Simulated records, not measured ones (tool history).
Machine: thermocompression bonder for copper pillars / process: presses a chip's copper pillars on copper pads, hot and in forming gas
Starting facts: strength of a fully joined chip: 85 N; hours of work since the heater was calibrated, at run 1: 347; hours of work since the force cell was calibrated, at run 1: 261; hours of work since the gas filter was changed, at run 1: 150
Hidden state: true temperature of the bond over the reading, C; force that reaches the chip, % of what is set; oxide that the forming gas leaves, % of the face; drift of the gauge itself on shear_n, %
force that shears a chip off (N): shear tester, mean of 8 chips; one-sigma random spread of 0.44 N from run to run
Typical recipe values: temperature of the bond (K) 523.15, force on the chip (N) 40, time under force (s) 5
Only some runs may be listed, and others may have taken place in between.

run	hour	temperature of the bond (K)	force on the chip (N)	time under force (s)	hours of work since the heater was calibrated	hours of work since the force cell was calibrated	hours of work since the gas filter was changed	force that shears a chip off (N)
1	0.0	523.15	40	5	347	261	150	60.2
2	7.5	523.15	40	5	351	266	154	60.7
3	13.1	523.15	40	5	354	269	157	60.8
4	23.8	523.15	40	5	361	275	163	60.7
5	31.2	518.15	40	5	365	279	168	58.2
6	37.9	523.15	40	5	369	283	172	60.8
7	45.9	523.15	40	5	373	288	176	60.9
8	53.3	523.15	40	5	378	292	180	60.3
9	61.4	523.15	40	5	383	297	185	60.8
10	73.3	523.15	40	5	389	304	192	61.4
11	81.5	523.15	40	5	394	309	197	61.1
12	93.6	523.15	40	5	401	316	204	60.1
13	105.0	523.15	40	5	408	322	210	61.4
14	113.6	523.15	40	5	413	327	215	60.6
15	127.0	523.15	40	5	421	335	223	59.8
16	133.6	523.15	40	3	424	339	227	52.6
17	141.4	523.15	40	3	429	343	232	53.7
18	153.5	523.15	40	3	436	350	239	52.3
19	162.8	523.15	32	5	441	356	244	53.9
20	172.7	523.15	42	5	447	361	250	62.6
21	180.5	523.15	55	4	452	366	254	66.4
22	190.7	523.15	55	11	458	372	260	77.0
23	201.7	523.15	55	11	464	378	267	75.6
24	209.5	523.15	55	11	468	383	271	75.3
25	219.8	523.15	55	11	474	389	277	76.4
26	230.3	513.15	26	15	480	395	283	59.2
27	240.1	520.15	40	10	486	401	289	68.5
28	250.3	520.15	40	10	492	406	295	67.6
29	261.8	504.15	29	5	499	413	301	42.6
30	273.9	499.15	29	5	506	420	308	40.9
31	284.4	551.15	59	3	512	426	314	73.3
# hour 288.6: heater calibrated with a thermocouple chip
32	299.2	550.15	49	5	6	434	322	70.1
33	312.5	496.15	39	3	14	441	330	35.2
34	319.8	520.15	52	5	18	446	334	62.3
35	333.1	523.15	40	3	26	453	342	46.9
36	345.1	523.15	40	3	33	460	349	47.3
37	353.3	533.15	38	3	37	465	353	48.8
38	360.8	521.15	47	4	42	469	358	55.6
39	366.8	521.15	47	4	45	473	361	56.3

Branching from run 39: 4 alternative next runs. What would each branch give?
A	375.0	512.15	32	4	50	478	366	?
B	375.0	539.15	40	5	50	478	366	?
C	375.0	500.15	24	7	50	478	366	?
D	375.0	521.15	31	4	50	478	366	?

run	force that shears a chip off (N)
A	40.1
B	61.9
C	34.1
D	43.5
With no hidden state in the tool, these same runs would have given:
run	force that shears a chip off (N)
A	43.6
B	66.9
C	37.1
D	47.3
